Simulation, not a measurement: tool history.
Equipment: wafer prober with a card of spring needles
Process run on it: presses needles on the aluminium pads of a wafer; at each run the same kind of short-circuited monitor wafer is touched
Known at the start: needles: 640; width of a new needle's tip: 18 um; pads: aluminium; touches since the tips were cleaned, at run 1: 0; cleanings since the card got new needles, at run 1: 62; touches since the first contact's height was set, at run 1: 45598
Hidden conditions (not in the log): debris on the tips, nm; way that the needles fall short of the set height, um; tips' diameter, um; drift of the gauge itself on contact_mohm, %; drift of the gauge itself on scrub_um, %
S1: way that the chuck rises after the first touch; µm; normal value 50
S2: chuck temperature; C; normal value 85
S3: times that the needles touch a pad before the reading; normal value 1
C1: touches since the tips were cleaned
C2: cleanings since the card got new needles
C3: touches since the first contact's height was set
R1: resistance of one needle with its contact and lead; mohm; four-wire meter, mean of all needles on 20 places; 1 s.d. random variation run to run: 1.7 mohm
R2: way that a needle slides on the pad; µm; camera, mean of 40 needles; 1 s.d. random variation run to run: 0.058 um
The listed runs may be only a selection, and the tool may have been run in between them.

run	day	S1	S2	S3	C1	C2	C3	R1	R2
1	0.000	50	85	1	0	62	45598	185	10.35
# day 1.604: tips cleaned on abrasive film
# day 3.375: tips cleaned on abrasive film
2	3.646	50	32	1	1197	64	61741	236	10.32
# day 5.250: tips cleaned on abrasive film
3	5.808	50	32	1	2481	65	71316	259	10.31
# day 7.029: tips cleaned on abrasive film
4	7.625	50	32	1	2635	66	79352	279	10.32
# day 8.733: tips cleaned on abrasive film
# day 10.342: tips cleaned on abrasive film
5	10.342	50	73	1	0	68	91366	186	10.34
# day 11.975: tips cleaned on abrasive film
6	13.179	50	73	1	5342	69	103930	298	10.37
# day 13.646: tips cleaned on abrasive film
# day 15.300: tips cleaned on abrasive film
7	15.300	50	73	1	0	71	113306	182	10.26
# day 16.888: tips cleaned on abrasive film
8	18.375	38	85	1	6601	72	126931	401	7.83
# day 18.596: tips cleaned on abrasive film
# day 20.379: tips cleaned on abrasive film
9	21.858	38	85	1	6574	74	142354	416	7.62
# day 22.054: tips cleaned on abrasive film
# day 23.700: tips cleaned on abrasive film
10	25.054	38	85	1	6024	76	156499	414	7.54
# day 25.483: tips cleaned on abrasive film
# day 27.154: tips cleaned on abrasive film
11	27.575	53	85	1	1863	78	167638	259	10.82
# day 27.812: height of the first contact set anew
# day 28.858: tips cleaned on abrasive film
# day 30.475: tips cleaned on abrasive film
12	30.717	31	85	2	1068	80	12857	307	5.99
# day 32.233: tips cleaned on abrasive film
13	33.367	31	85	2	5037	81	24601	409	5.91
# day 34.029: tips cleaned on abrasive film
14	34.967	31	85	2	4171	82	31681	399	5.92
# day 35.746: tips cleaned on abrasive film
# day 37.462: tips cleaned on abrasive film
15	37.512	40	85	2	217	84	42927	201	7.74
# day 39.083: tips cleaned on abrasive film
# day 40.938: tips cleaned on abrasive film
16	41.158	32	85	1	996	86	59076	371	6.08
# day 42.754: tips cleaned on abrasive film
17	43.479	32	85	1	3209	87	69343	510	6.10

Some steps in R1 between neighbouring runs. How much of each would the tool show without its hidden state too (settings, what came in, random variation), and how much is left for the hidden state, with any gauge scatter that isn't in both results?
Run 7 -> 8: S1 50 -> 38, S2 73 -> 85, tips cleaned on abrasive film. R1 +219 mohm: hidden state +212, all else +7.
